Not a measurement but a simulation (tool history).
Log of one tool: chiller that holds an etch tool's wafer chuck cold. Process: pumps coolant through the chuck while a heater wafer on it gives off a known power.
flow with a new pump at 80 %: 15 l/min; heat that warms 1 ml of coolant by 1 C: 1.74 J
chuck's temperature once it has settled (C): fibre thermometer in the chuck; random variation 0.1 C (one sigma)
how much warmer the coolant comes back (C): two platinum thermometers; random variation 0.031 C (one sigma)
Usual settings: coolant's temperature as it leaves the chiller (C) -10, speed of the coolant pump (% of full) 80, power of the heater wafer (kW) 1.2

run	day	coolant's temperature as it leaves the chiller (C)	speed of the coolant pump (% of full)	power of the heater wafer (kW)	chuck's temperature once it has settled (C)	how much warmer the coolant comes back (C)
1	0	-10	80	1.2	-0.9	3.04
2	5.362	-10	80	1.2	-0.9	3.06
3	9.4	-11	80	1.2	-1.8	3.01
4	13.504	-11	80	1.2	-1.8	3.01
5	18.346	-11	80	1.2	-1.7	3.07
6	22.746	-10	80	1.2	-0.7	3.06
7	25.438	-10	80	1.2	-0.7	3.06
8	30.171	-10	80	1.2	-0.7	3.11
9	32.946	-10	80	1.2	-0.6	3.09
10	36.829	-10	80	1.2	-0.6	3.09
11	42.042	0	63	1.181	11.5	3.93
# day 42.542: coolant pump overhauled
12	47.046	-2	66	0.608	4.1	2.06
13	49.246	-5	92	0.608	-0.4	1.4
14	53.779	-10	90	1.38	0.4	3.39
15	58.775	-10	90	1.38	0.4	3.31
16	64.138	-10	90	1.38	0.3	3.39
# day 68.688: coolant pump overhauled, once more
17	68.688	-11	90	1.34	-2.4	2.65
18	73.717	-11	90	1.34	-2.2	2.66
# day 76.146: chiller's thermometer calibrated
19	79.083	-15	90	1.34	-6.3	2.74

5 ways to go on from here, each from the tool as it stands after run 19. What would each give?
A	83.55	-10	71	1.228	?	?
B	83.55	-20	85	1.4	?	?
C	83.55	-12	60	1.34	?	?
D	83.55	-9	80	1.2	?	?
E	83.55	-8	90	0.634	?	?

run	chuck's temperature once it has settled (C)	how much warmer the coolant comes back (C)
A	0.1	3.27
B	-10.2	3.04
C	0.8	4.27
D	-0.4	2.74
E	-3.8	1.27
Without the tool's hidden state the same runs would have given:
run	chuck's temperature once it has settled (C)	how much warmer the coolant comes back (C)
A	-1.2	3.24
B	-11.5	3.01
C	-0.9	4.24
D	-1.5	2.72
E	-4.4	1.26

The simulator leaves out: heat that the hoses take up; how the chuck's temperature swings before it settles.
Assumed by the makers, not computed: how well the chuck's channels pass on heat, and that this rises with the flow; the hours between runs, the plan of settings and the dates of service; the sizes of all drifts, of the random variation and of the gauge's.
